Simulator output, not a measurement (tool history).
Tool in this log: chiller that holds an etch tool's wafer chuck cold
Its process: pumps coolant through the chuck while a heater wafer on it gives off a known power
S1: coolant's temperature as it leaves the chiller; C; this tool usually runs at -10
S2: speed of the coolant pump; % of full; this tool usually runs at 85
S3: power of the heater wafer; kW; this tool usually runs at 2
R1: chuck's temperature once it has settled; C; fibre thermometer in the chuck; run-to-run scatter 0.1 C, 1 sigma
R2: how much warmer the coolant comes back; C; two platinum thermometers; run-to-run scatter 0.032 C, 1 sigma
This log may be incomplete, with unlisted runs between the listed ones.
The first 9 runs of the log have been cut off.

run	hour	S1	S2	S3	R1	R2
10	350.8	-18	85	2	-4.7	4.27
11	384.7	-18	85	2	-4.6	4.26
12	430.7	-10	97	2	2.3	3.71
13	463.9	-14	97	2	-1.6	3.72
14	514.9	-14	97	2	-1.8	3.72
15	551.7	-14	97	2	-1.9	3.75
16	599.9	-14	97	2	-1.7	3.74
17	631.2	-14	97	2	-1.9	3.74
18	687	-14	97	2	-1.6	3.78
19	733	-10	85	2.106	4.3	4.54
20	766.5	-11	85	2.106	3.3	4.61
21	798.4	-11	85	2.106	3.4	4.66
22	853.6	-11	85	2.106	3.4	4.57
23	893.2	-11	85	2.106	3.4	4.65
24	935.9	-10	81	2	4.3	4.65
25	972.1	-10	95	1.619	0.2	3.1
26	998.3	0	86	2.377	16.2	5.2
27	1054.3	-5	91	1.103	2.1	2.14
28	1108	-5	92	1.103	1.9	2.18
29	1142	-1	79	1.285	8.1	3.1
30	1197.7	-17	85	2	-3.1	4.41
31	1250.5	-6	85	1.275	2.6	2.88

Branching from run 31: 4 alternative next runs. What would each branch give?
A	1289.3	-6	99	1.275	?	?
B	1289.3	-6	80	2.583	?	?
C	1289.3	-6	64	2.358	?	?
D	1289.3	-6	85	2	?	?

run	R1	R2
A	1.7	2.38
B	12.6	6.06
C	14.2	7.18
D	7.8	4.38
With no hidden state in the tool, these same runs would have given:
run	R1	R2
A	1.3	2.23
B	11.5	5.69
C	12.9	6.75
D	7.1	4.12
